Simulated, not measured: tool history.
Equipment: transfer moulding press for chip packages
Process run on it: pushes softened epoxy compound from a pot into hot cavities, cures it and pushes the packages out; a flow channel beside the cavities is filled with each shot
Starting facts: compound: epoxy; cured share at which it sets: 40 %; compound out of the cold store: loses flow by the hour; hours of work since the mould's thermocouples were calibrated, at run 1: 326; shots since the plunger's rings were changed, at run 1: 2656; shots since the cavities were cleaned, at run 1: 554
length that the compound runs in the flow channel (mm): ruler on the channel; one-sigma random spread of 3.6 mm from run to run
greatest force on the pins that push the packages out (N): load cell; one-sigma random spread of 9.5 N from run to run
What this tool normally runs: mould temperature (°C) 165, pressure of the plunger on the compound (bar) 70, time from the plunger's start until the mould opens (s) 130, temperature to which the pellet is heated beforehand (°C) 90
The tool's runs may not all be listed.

run    hour  mould temperature (°C)  pressure of the plunger on the compound (bar)  time from the plunger's start until the mould opens (s)  temperature to which the pellet is heated beforehand (°C)  hours of work since the mould's thermocouples were calibrated  shots since the plunger's rings were changed  shots since the cavities were cleaned  incoming compound's hours out of the cold store  length that the compound runs in the flow channel (mm)  greatest force on the pins that push the packages out (N)
  1       0                     165                                             70                                                      130                                                         90                                                            326                                          2656                                    554                                             18.4                                                     875                                                        775
         10  -- cavities cleaned with cleaning compound and waxed
       70.8  -- cavities cleaned with cleaning compound and waxed
  2    70.8                     165                                             70                                                      130                                                         90                                                            374                                          3407                                      0                                             45.2                                                     764                                                        447
      131.1  -- cavities cleaned with cleaning compound and waxed
  3   146.2                     165                                             70                                                      130                                                         90                                                            426                                          4225                                    167                                             23.6                                                     837                                                        623
      153.2  -- plunger's sealing rings changed
      197.8  -- cavities cleaned with cleaning compound and waxed
  4   217.9                     165                                             70                                                      130                                                         90                                                            474                                           700                                    223                                             38.1                                                     810                                                        631
      258.2  -- cavities cleaned with cleaning compound and waxed
  5   276.6                     165                                             70                                                      130                                                         90                                                            515                                          1333                                    203                                             19.2                                                     886                                                        679
      323.1  -- cavities cleaned with cleaning compound and waxed
  6   362.5                     165                                           74.4                                                      130                                                         90                                                            575                                          2268                                    437                                             46.7                                                     793                                                        694
      388.1  -- cavities cleaned with cleaning compound and waxed
  7   445.7                     165                                           74.4                                                      130                                                         90                                                            632                                          3173                                    638                                             34.1                                                     829                                                        810
      454.8  -- cavities cleaned with cleaning compound and waxed
      476.6  -- cavities cleaned with cleaning compound and waxed, once more
  8   518.5                     165                                           74.4                                                      130                                                         90                                                            682                                          3946                                    464                                             22.4                                                     870                                                        763
      538.1  -- cavities cleaned with cleaning compound and waxed
      552.1  -- plunger's sealing rings changed
  9   583.4                     165                                           74.4                                                      130                                                         90                                                            725                                           346                                    474                                             38.7                                                     841                                                        773
      604.9  -- cavities cleaned with cleaning compound and waxed
      632.3  -- mould's thermocouples calibrated
 10     656                     165                                           74.4                                                      130                                                         90                                                             17                                          1111                                    544                                             46.2                                                     803                                                        714
      671.1  -- cavities cleaned with cleaning compound and waxed
 11   706.7                     165                                           74.4                                                      130                                                         90                                                             52                                          1656                                    394                                             33.2                                                     849                                                        680
      732.9  -- cavities cleaned with cleaning compound and waxed
 12   751.4                     165                                             70                                                      150                                                         90                                                             82                                          2134                                    205                                             18.2                                                     869                                                        537
      797.8  -- cavities cleaned with cleaning compound and waxed
 13   819.7                     165                                             70                                                      150                                                         90                                                            130                                          2874                                    243                                             36.3                                                     801                                                        563
        858  -- cavities cleaned with cleaning compound and waxed
        918  -- cavities cleaned with cleaning compound and waxed
 14   922.5                     165                                             70                                                      150                                                         90                                                            201                                          3979                                     50                                              9.3                                                     898                                                        444
      952.4  -- plunger's sealing rings changed
 15   973.1                     169                                           85.1                                                      115                                                         92                                                            235                                           229                                    583                                             19.6                                                     949                                                        768
      982.1  -- cavities cleaned with cleaning compound and waxed
 16  1022.3                     165                                             73                                                      163                                                         90                                                            269                                           757                                    446                                             40.5                                                     812                                                        607
     1045.3  -- cavities cleaned with cleaning compound and waxed
 17  1073.7                     158                                             70                                                      130                                                         85                                                            304                                          1309                                    314                                               27                                                     896                                                       1121
     1112.3  -- cavities cleaned with cleaning compound and waxed
 18  1139.4                     158                                             70                                                      130                                                         85                                                            349                                          2020                                    300                                             43.4                                                     827                                                       1031
     1178.2  -- cavities cleaned with cleaning compound and waxed
 19  1208.4                     162                                             70                                                      130                                                         93                                                            397                                          2768                                    335                                             17.7                                                     898                                                        829
     1240.5  -- cavities cleaned with cleaning compound and waxed
 20  1274.9                     170                                           82.3                                                      159                                                         87                                                            443                                          3487                                    380                                             43.3                                                     801                                                        575
       1301  -- cavities cleaned with cleaning compound and waxed
 21  1341.5                     170                                           82.3                                                      136                                                         87                                                            490                                          4209                                    449                                             15.8                                                     904                                                        608
     1351.9  -- plunger's sealing rings changed
       1366  -- cavities cleaned with cleaning compound and waxed
 22  1421.7                     172                                             70                                                      130                                                         90                                                            544                                           756                                    617                                               13                                                     871                                                        661
     1427.6  -- cavities cleaned with cleaning compound and waxed
     1491.9  -- cavities cleaned with cleaning compound and waxed
 23  1518.1                     172                                             70                                                      130                                                         90                                                            610                                          1791                                    290                                             21.9                                                     824                                                        515
     1552.9  -- cavities cleaned with cleaning compound and waxed
     1613.5  -- cavities cleaned with cleaning compound and waxed
 24  1622.6                     158                                           73.4                                                      148                                                         83                                                            682                                          2915                                    101                                             39.2                                                     863                                                        713
     1674.7  -- cavities cleaned with cleaning compound and waxed
 25  1698.6                     169                                             70                                                      136                                                         82                                                            735                                          3739                                    264                                             28.6                                                     801                                                        551

Below are 4 alternative next runs, each starting from the tool's condition after run 25. Predict each:
     1732.8  -- mould's thermocouples calibrated
     1738.5  -- cavities cleaned with cleaning compound and waxed
     1756.1  -- plunger's sealing rings changed
  A  1781.7                     163                                             70                                                      136                                                         96                                                             32                                           283                                    450                                               47                                                       ?                                                          ?
     1732.8  -- mould's thermocouples calibrated
     1738.5  -- cavities cleaned with cleaning compound and waxed
     1756.1  -- plunger's sealing rings changed
  B  1781.7                     165                                             70                                                      150                                                         90                                                             32                                           283                                    450                                             28.6                                                       ?                                                          ?
     1732.8  -- mould's thermocouples calibrated
     1738.5  -- cavities cleaned with cleaning compound and waxed
     1756.1  -- plunger's sealing rings changed
  C  1781.7                     171                                             70                                                      124                                                         90                                                             32                                           283                                    450                                             18.7                                                       ?                                                          ?
     1732.8  -- mould's thermocouples calibrated
     1738.5  -- cavities cleaned with cleaning compound and waxed
     1756.1  -- plunger's sealing rings changed
  D  1781.7                     169                                             70                                                      124                                                         98                                                             32                                           283                                    450                                             42.1                                                       ?                                                          ?

run  length that the compound runs in the flow channel (mm)  greatest force on the pins that push the packages out (N)
  A                                                     792                                                        722
  B                                                     844                                                        637
  C                                                     844                                                        652
  D                                                     772                                                        661
The same runs, with their run-to-run variation unchanged, on a tool lacking any hidden condition would have given:
run  length that the compound runs in the flow channel (mm)  greatest force on the pins that push the packages out (N)
  A                                                     793                                                        430
  B                                                     846                                                        383
  C                                                     846                                                        395
  D                                                     773                                                        397
